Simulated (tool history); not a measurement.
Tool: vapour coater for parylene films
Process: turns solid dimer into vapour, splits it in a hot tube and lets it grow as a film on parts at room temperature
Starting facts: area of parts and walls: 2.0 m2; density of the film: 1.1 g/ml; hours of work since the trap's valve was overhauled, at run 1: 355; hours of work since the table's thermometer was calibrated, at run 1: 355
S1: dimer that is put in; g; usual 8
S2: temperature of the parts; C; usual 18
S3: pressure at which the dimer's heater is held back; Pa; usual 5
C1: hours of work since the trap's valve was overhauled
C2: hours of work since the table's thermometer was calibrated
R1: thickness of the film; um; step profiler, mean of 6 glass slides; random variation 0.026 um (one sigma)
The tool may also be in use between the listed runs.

run,hour,S1,S2,S3,C1,C2,R1
1,0,8,18,5,355,355,1.9
2,24.3,8,18,5,377,377,1.98
3,55.4,8,18,11.33,405,405,1.74
4,80.5,8,18,11.33,428,428,1.74
5,126.1,8,24,5,468,468,1.71
# hour 155.3: trap's valve overhauled
6,174,8,18,2.08,17,508,2.16
7,217.3,8,21,5,56,547,1.93
8,238.1,8,21,5,74,565,1.91
9,280.5,8,21,5,112,603,1.89
10,315.7,8,21,5,144,635,1.93
11,337.9,8,21,5,164,655,1.92
12,380.2,8,21,5,202,693,1.82
13,419.7,8,21,5,237,728,1.85
14,453.4,8,18,5,268,759,1.92
15,488.6,3,18,5,299,790,0.7
16,523,3,18,5,330,821,0.72
17,563.2,3,18,5,366,857,0.71
18,609.7,8,13,5,408,899,2.02
19,651.1,4,13,5,445,936,1.04
20,682,4,13,5,473,964,1.01
# hour 705.9: trap's valve overhauled
# hour 729.3: table's thermometer calibrated
21,733.8,4,12,5,24,4,1.15
22,756.3,4,12,5,44,24,1.1
23,783.7,4,12,5,69,49,1.12
24,809.2,9,12,11.88,92,72,2.32
25,833.8,9,12,11.88,114,94,2.3
26,866.6,13,28,5.8,143,123,2.69
27,891.6,10,11,2.79,166,146,2.95
28,925.3,10,11,2.79,196,176,2.91
29,950.3,10,11,2.79,218,198,2.95
30,991.7,10,11,2.79,256,236,2.94
31,1013.2,9,17,2.79,275,255,2.31
32,1047.2,9,17,2.79,305,285,2.39
33,1081,6,17,9.02,336,316,1.36

Here are 5 independent what-if runs from the current tool condition. What would each one return?
A,1108.7,6,21,9.02,361,340,?
B,1108.7,10,26,2.95,361,340,?
C,1108.7,6,22,9.02,361,340,?
D,1108.7,6,17,3.93,361,340,?
E,1108.7,9,15,9.02,361,340,?

run,R1
A,1.32
B,2.18
C,1.29
D,1.51
E,2.17
Without the tool's hidden state the same runs would have given:
run,R1
A,1.42
B,2.34
C,1.39
D,1.62
E,2.33
